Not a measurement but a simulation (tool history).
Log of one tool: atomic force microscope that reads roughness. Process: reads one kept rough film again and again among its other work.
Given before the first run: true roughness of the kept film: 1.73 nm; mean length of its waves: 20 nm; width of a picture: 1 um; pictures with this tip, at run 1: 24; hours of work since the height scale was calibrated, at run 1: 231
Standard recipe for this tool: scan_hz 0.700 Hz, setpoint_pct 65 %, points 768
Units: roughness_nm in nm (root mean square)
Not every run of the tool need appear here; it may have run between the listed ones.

| run | day | scan_hz | setpoint_pct | points | pictures with this tip | hours of work since the height scale was calibrated | roughness_nm |
|---|---|---|---|---|---|---|---|
| 1 | 0.000 | 0.700 | 65 | 768 | 24 | 231 | 1.520 |
| 2 | 0.700 | 0.608 | 65 | 768 | 69 | 244 | 1.493 |
| 3 | 1.596 | 0.700 | 65 | 768 | 126 | 260 | 1.451 |
| 4 | 2.429 | 0.700 | 65 | 768 | 180 | 276 | 1.424 |
| 5 | 3.029 | 0.700 | 65 | 338 | 218 | 287 | 1.379 |
| 6 | 3.533 | 0.700 | 65 | 338 | 250 | 297 | 1.351 |
|  | 3.825 | new tip fitted |
| 7 | 4.458 | 0.700 | 65 | 338 | 40 | 314 | 1.481 |
| 8 | 5.121 | 0.700 | 65 | 711 | 82 | 326 | 1.473 |
| 9 | 5.696 | 0.700 | 65 | 711 | 119 | 337 | 1.448 |
| 10 | 6.212 | 0.700 | 65 | 711 | 152 | 346 | 1.426 |
| 11 | 7.096 | 0.700 | 65 | 711 | 209 | 363 | 1.389 |
|  | 8.133 | new tip fitted |
| 12 | 8.250 | 0.700 | 65 | 768 | 7 | 384 | 1.525 |
| 13 | 8.829 | 0.700 | 65 | 768 | 44 | 395 | 1.508 |
| 14 | 9.646 | 0.700 | 65 | 768 | 97 | 410 | 1.478 |
| 15 | 10.542 | 0.700 | 69 | 768 | 154 | 427 | 1.424 |
| 16 | 11.642 | 2.803 | 69 | 768 | 224 | 447 | 1.242 |
| 17 | 12.208 | 2.803 | 69 | 768 | 261 | 458 | 1.212 |
|  | 12.367 | new tip fitted |
| 18 | 13.258 | 0.700 | 65 | 768 | 57 | 477 | 1.485 |
| 19 | 14.408 | 0.700 | 65 | 490 | 131 | 499 | 1.424 |
| 20 | 14.883 | 0.700 | 65 | 768 | 161 | 508 | 1.418 |
| 21 | 15.725 | 0.700 | 65 | 768 | 215 | 523 | 1.387 |
| 22 | 16.367 | 0.700 | 65 | 262 | 256 | 535 | 1.337 |
|  | 16.567 | new tip fitted |
| 23 | 17.512 | 0.700 | 65 | 262 | 60 | 557 | 1.433 |
| 24 | 18.533 | 0.700 | 65 | 768 | 125 | 576 | 1.428 |
| 25 | 19.588 | 0.700 | 65 | 768 | 193 | 595 | 1.391 |
| 26 | 20.542 | 0.941 | 65 | 768 | 254 | 613 | 1.349 |
|  | 20.779 | new tip fitted |
| 27 | 21.225 | 0.941 | 65 | 768 | 28 | 626 | 1.503 |
| 28 | 22.033 | 1.439 | 65 | 393 | 80 | 641 | 1.413 |
| 29 | 23.083 | 0.876 | 88 | 745 | 147 | 660 | 1.305 |
|  | 23.208 | height scale calibrated on a step standard |
| 30 | 23.979 | 1.897 | 58 | 841 | 202 | 14 | 1.387 |
| 31 | 24.579 | 1.897 | 58 | 841 | 240 | 26 | 1.357 |
|  | 25.054 | new tip fitted |
| 32 | 25.217 | 1.526 | 72 | 751 | 10 | 37 | 1.420 |
| 33 | 26.362 | 1.526 | 72 | 751 | 84 | 59 | 1.359 |
|  | 27.375 | height scale calibrated on a step standard, once more |
| 34 | 27.542 | 1.272 | 65 | 768 | 156 | 3 | 1.403 |
| 35 | 28.092 | 2.655 | 66 | 596 | 192 | 13 | 1.292 |
| 36 | 29.029 | 1.331 | 66 | 596 | 252 | 31 | 1.346 |
|  | 29.321 | new tip fitted |
| 37 | 29.925 | 0.585 | 80 | 523 | 39 | 47 | 1.435 |
| 38 | 30.608 | 0.700 | 65 | 768 | 82 | 60 | 1.479 |
| 39 | 31.571 | 0.700 | 65 | 768 | 144 | 78 | 1.441 |
| 40 | 32.596 | 0.700 | 65 | 280 | 210 | 97 | 1.372 |
|  | 33.554 | new tip fitted |
| 41 | 33.700 | 1.379 | 65 | 526 | 10 | 118 | 1.459 |
| 42 | 34.458 | 0.700 | 81 | 768 | 58 | 132 | 1.426 |
| 43 | 35.008 | 0.700 | 81 | 768 | 94 | 142 | 1.405 |
| 44 | 35.562 | 1.533 | 84 | 534 | 129 | 152 | 1.248 |
| 45 | 36.554 | 2.569 | 65 | 370 | 192 | 171 | 1.295 |
| 46 | 37.158 | 2.569 | 65 | 370 | 231 | 182 | 1.258 |
|  | 37.767 | new tip fitted |
| 47 | 38.117 | 2.569 | 65 | 370 | 22 | 200 | 1.374 |
| 48 | 39.083 | 2.654 | 58 | 986 | 84 | 218 | 1.419 |
| 49 | 40.200 | 2.024 | 58 | 774 | 155 | 239 | 1.407 |

Run 50 comes next. What will it give?
| 50 | 40.754 | 1.591 | 61 | 537 | 190 | 249 | ? |

Logged for run 50: roughness_nm 1.376 nm (root mean square).
Without the tool's hidden state the same run would have given roughness_nm 1.494 nm (root mean square).

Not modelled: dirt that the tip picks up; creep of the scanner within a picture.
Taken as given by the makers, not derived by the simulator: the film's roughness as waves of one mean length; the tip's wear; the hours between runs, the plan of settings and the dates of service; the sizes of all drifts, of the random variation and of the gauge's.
